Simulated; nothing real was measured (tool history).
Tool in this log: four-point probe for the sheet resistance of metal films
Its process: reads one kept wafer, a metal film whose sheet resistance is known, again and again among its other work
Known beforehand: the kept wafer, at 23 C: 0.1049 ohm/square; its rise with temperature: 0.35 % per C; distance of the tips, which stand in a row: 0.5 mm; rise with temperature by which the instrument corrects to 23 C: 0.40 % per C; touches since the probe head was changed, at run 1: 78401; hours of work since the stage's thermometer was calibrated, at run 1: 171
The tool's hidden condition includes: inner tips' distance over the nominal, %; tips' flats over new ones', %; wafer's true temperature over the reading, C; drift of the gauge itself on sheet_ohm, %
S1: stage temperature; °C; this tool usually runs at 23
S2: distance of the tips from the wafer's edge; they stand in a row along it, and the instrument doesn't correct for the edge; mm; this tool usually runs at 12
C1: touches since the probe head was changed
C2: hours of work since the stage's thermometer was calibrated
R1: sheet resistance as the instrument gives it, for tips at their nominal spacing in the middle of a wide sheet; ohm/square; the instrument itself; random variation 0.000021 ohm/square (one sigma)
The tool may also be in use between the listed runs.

| run | hour | S1 | S2 | C1 | C2 | R1 |
|---|---|---|---|---|---|---|
| 1 | 0.0 | 23 | 12 | 78401 | 171 | 0.104186 |
| 2 | 10.8 | 23 | 59 | 78847 | 176 | 0.104094 |
| 3 | 18.0 | 23 | 3 | 79143 | 179 | 0.105609 |
| 4 | 30.7 | 23 | 12 | 79667 | 185 | 0.104167 |
| 5 | 45.0 | 20 | 12 | 80256 | 192 | 0.104307 |
| 6 | 52.6 | 20 | 12 | 80569 | 196 | 0.104337 |
| 7 | 65.8 | 20 | 12 | 81116 | 202 | 0.104329 |
| 8 | 75.2 | 31 | 12 | 81500 | 207 | 0.103740 |
| 9 | 86.6 | 31 | 12 | 81971 | 212 | 0.103764 |
|  | 87.8 | stage's thermometer calibrated |
| 10 | 99.9 | 31 | 12 | 82499 | 6 | 0.103765 |
| 11 | 111.2 | 23 | 37 | 82968 | 11 | 0.104058 |
|  | 117.7 | stage's thermometer calibrated, once more |
| 12 | 127.9 | 23 | 37 | 83636 | 5 | 0.104074 |
| 13 | 139.1 | 33 | 8 | 84098 | 10 | 0.103753 |
| 14 | 155.2 | 28 | 4 | 84759 | 18 | 0.104668 |
| 15 | 166.6 | 21 | 12 | 85230 | 24 | 0.104254 |
| 16 | 175.5 | 21 | 12 | 85596 | 28 | 0.104297 |
| 17 | 186.9 | 21 | 25 | 86069 | 33 | 0.104179 |
| 18 | 203.2 | 21 | 20 | 86740 | 41 | 0.104219 |
| 19 | 215.8 | 23 | 4 | 87262 | 47 | 0.104912 |
| 20 | 229.0 | 33 | 6 | 87804 | 54 | 0.103940 |
| 21 | 243.8 | 22 | 5 | 88417 | 61 | 0.104652 |

For each entry between runs, how does the tool's hidden state at the last listed run before it compare with that at the first listed run after it?
Run 9 -> run 10: stage's thermometer calibrated (hour 87.8)
  inner tips' distance over the nominal, %: -0.72 -> -0.722; tips' flats over new ones', %: 47 -> 48; wafer's true temperature over the reading, C: -0.04 -> -0.08
  the result without the hidden state subtracted from the measured one, R1: -0.000830 -> -0.000842 ohm/square
Run 11 -> run 12: stage's thermometer calibrated, once more (hour 117.7)
  inner tips' distance over the nominal, %: -0.723 -> -0.726; wafer's true temperature over the reading, C: -0.08 -> -0.01
  the result without the hidden state subtracted from the measured one, R1: -0.000848 -> -0.000827 ohm/square

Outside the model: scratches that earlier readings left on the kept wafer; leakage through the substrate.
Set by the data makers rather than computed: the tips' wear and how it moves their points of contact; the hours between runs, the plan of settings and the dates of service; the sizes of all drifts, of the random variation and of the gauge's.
